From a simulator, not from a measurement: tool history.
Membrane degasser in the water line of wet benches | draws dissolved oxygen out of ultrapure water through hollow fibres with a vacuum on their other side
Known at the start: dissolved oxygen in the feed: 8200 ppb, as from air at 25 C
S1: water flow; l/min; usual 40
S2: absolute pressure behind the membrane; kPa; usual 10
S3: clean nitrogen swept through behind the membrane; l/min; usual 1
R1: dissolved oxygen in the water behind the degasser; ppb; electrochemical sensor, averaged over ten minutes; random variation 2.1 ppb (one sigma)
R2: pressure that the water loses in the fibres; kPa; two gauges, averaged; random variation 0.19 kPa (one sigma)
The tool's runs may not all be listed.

{"run": 1, "day": 0.0, "S1": 40, "S2": 10, "S3": 1, "R1": 534.4, "R2": 49.29}
{"run": 2, "day": 4.883, "S1": 40, "S2": 10, "S3": 1, "R1": 536.8, "R2": 49.57}
{"run": 3, "day": 7.525, "S1": 40, "S2": 10, "S3": 1, "R1": 534.4, "R2": 49.7}
{"run": 4, "day": 10.492, "S1": 40, "S2": 10, "S3": 1, "R1": 537.7, "R2": 49.65}
{"run": 5, "day": 13.758, "S1": 40, "S2": 10, "S3": 1, "R1": 535.3, "R2": 49.14}
{"run": 6, "day": 19.033, "S1": 40, "S2": 10, "S3": 1, "R1": 537.6, "R2": 49.38}
{"run": 7, "day": 22.012, "S1": 40, "S2": 10, "S3": 1, "R1": 541.3, "R2": 49.49}
{"run": 8, "day": 27.504, "S1": 40, "S2": 10, "S3": 1, "R1": 541.7, "R2": 49.56}
{"run": 9, "day": 33.067, "S1": 40, "S2": 10, "S3": 1, "R1": 539.6, "R2": 49.69}
{"run": 10, "day": 35.654, "S1": 40, "S2": 10, "S3": 1, "R1": 538.9, "R2": 49.98}
{"run": 11, "day": 40.646, "S1": 34, "S2": 11.7, "S3": 1, "R1": 580.9, "R2": 42.56}
{"run": 12, "day": 45.308, "S1": 29, "S2": 22, "S3": 1.52, "R1": 753.6, "R2": 36.1}
{"run": 13, "day": 48.954, "S1": 49, "S2": 9, "S3": 1.52, "R1": 398.2, "R2": 61.07}
{"run": 14, "day": 51.512, "S1": 37, "S2": 13.6, "S3": 1.16, "R1": 669.3, "R2": 46.05}
{"run": 15, "day": 56.479, "S1": 37, "S2": 13.6, "S3": 1.16, "R1": 668.3, "R2": 46.11}
{"run": 16, "day": 61.962, "S1": 53, "S2": 16.1, "S3": 1.23, "R1": 1023.4, "R2": 66.27}
{"run": 17, "day": 66.079, "S1": 38, "S2": 10, "S3": 0.55, "R1": 796.3, "R2": 47.2}
{"run": 18, "day": 70.304, "S1": 38, "S2": 17.6, "S3": 1.02, "R1": 1003.5, "R2": 47.34}
{"run": 19, "day": 75.458, "S1": 43, "S2": 8.6, "S3": 1.65, "R1": 314.1, "R2": 53.41}
{"run": 20, "day": 78.5, "S1": 50, "S2": 8, "S3": 1.51, "R1": 347, "R2": 62.39}

Forecast each of these 5 alternatives for the next run:
{"run": "A", "day": 81.642, "S1": 33, "S2": 6.6, "S3": 1.22, "R1": "?", "R2": "?"}
{"run": "B", "day": 81.642, "S1": 54, "S2": 17.8, "S3": 0.81, "R1": "?", "R2": "?"}
{"run": "C", "day": 81.642, "S1": 50, "S2": 8, "S3": 1.66, "R1": "?", "R2": "?"}
{"run": "D", "day": 81.642, "S1": 53, "S2": 10.3, "S3": 2.99, "R1": "?", "R2": "?"}
{"run": "E", "day": 81.642, "S1": 37, "S2": 10, "S3": 1, "R1": "?", "R2": "?"}

run=A R1=213.4 R2=41.25
run=B R1=1527.1 R2=67.12
run=C R1=321.8 R2=62.43
run=D R1=292.3 R2=66.07
run=E R1=513.8 R2=45.99
Without the tool's hidden state the same runs would have given:
run=A R1=194.7 R2=40.63
run=B R1=1499.1 R2=66.11
run=C R1=301.4 R2=61.49
run=D R1=279 R2=65.07
run=E R1=491 R2=45.3
